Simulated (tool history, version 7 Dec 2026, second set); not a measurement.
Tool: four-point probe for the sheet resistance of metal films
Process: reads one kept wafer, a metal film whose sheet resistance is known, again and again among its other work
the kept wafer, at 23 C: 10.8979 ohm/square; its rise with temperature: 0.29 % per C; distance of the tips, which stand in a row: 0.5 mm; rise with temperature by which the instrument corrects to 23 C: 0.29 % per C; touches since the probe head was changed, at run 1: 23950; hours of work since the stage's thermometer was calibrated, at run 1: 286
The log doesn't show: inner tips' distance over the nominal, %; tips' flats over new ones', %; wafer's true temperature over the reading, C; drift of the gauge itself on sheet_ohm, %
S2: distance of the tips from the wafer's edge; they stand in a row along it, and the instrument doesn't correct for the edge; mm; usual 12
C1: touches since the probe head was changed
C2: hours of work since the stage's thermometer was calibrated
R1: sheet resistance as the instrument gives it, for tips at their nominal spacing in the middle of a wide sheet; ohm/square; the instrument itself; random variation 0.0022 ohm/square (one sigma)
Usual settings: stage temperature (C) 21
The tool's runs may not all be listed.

{"run": 1, "hour": 0.0, "stage temperature (C)": 21, "S2": 12, "C1": 23950, "C2": 286, "R1": 10.935148}
{"run": 2, "hour": 15.8, "stage temperature (C)": 21, "S2": 68, "C1": 24983, "C2": 299, "R1": 10.926259}
{"run": 3, "hour": 33.5, "stage temperature (C)": 21, "S2": 12, "C1": 26135, "C2": 312, "R1": 10.939885}
{"run": 4, "hour": 48.2, "stage temperature (C)": 21, "S2": 12, "C1": 27093, "C2": 323, "R1": 10.944127}
{"run": 5, "hour": 64.3, "stage temperature (C)": 21, "S2": 12, "C1": 28144, "C2": 336, "R1": 10.94261}
{"run": 6, "hour": 82.3, "stage temperature (C)": 21, "S2": 4, "C1": 29318, "C2": 349, "R1": 11.023255}
{"run": 7, "hour": 90.3, "stage temperature (C)": 23, "S2": 12, "C1": 29839, "C2": 356, "R1": 10.942535}
{"run": 8, "hour": 99.9, "stage temperature (C)": 23, "S2": 12, "C1": 30465, "C2": 363, "R1": 10.940483}
{"run": 9, "hour": 119.1, "stage temperature (C)": 23, "S2": 12, "C1": 31720, "C2": 378, "R1": 10.941798}
{"hour": 121.1, "done": "stage's thermometer calibrated"}
{"run": 10, "hour": 132.5, "stage temperature (C)": 23, "S2": 12, "C1": 32562, "C2": 9, "R1": 10.942732}
{"run": 11, "hour": 151.8, "stage temperature (C)": 23, "S2": 12, "C1": 33816, "C2": 23, "R1": 10.944537}
{"run": 12, "hour": 166.8, "stage temperature (C)": 29, "S2": 14, "C1": 34796, "C2": 35, "R1": 10.931}
{"run": 13, "hour": 186.3, "stage temperature (C)": 29, "S2": 14, "C1": 36068, "C2": 50, "R1": 10.937449}
{"run": 14, "hour": 204.7, "stage temperature (C)": 25, "S2": 20, "C1": 37269, "C2": 64, "R1": 10.938669}
{"hour": 209.2, "done": "stage's thermometer calibrated, once more"}
{"run": 15, "hour": 216.5, "stage temperature (C)": 29, "S2": 47, "C1": 38008, "C2": 6, "R1": 10.933328}
{"run": 16, "hour": 228.2, "stage temperature (C)": 29, "S2": 47, "C1": 38773, "C2": 15, "R1": 10.93919}
{"run": 17, "hour": 247.1, "stage temperature (C)": 22, "S2": 5, "C1": 40005, "C2": 29, "R1": 10.99989}
{"run": 18, "hour": 265.9, "stage temperature (C)": 24, "S2": 5, "C1": 41227, "C2": 43, "R1": 10.99772}
{"run": 19, "hour": 275.0, "stage temperature (C)": 30, "S2": 16, "C1": 41820, "C2": 50, "R1": 10.944123}
{"run": 20, "hour": 292.1, "stage temperature (C)": 30, "S2": 17, "C1": 42939, "C2": 64, "R1": 10.94071}
{"run": 21, "hour": 310.1, "stage temperature (C)": 30, "S2": 17, "C1": 44115, "C2": 77, "R1": 10.941515}

Forecast each of these 3 alternatives for the next run:
{"run": "A", "hour": 326.8, "stage temperature (C)": 30, "S2": 5, "C1": 45202, "C2": 90, "R1": "?"}
{"run": "B", "hour": 326.8, "stage temperature (C)": 25, "S2": 10, "C1": 45202, "C2": 90, "R1": "?"}
{"run": "C", "hour": 326.8, "stage temperature (C)": 21, "S2": 20, "C1": 45202, "C2": 90, "R1": "?"}

run=A R1=10.999422
run=B R1=10.961633
run=C R1=10.952269
Without the tool's hidden state the same runs would have given:
run=A R1=10.951774
run=B R1=10.914165
run=C R1=10.904863
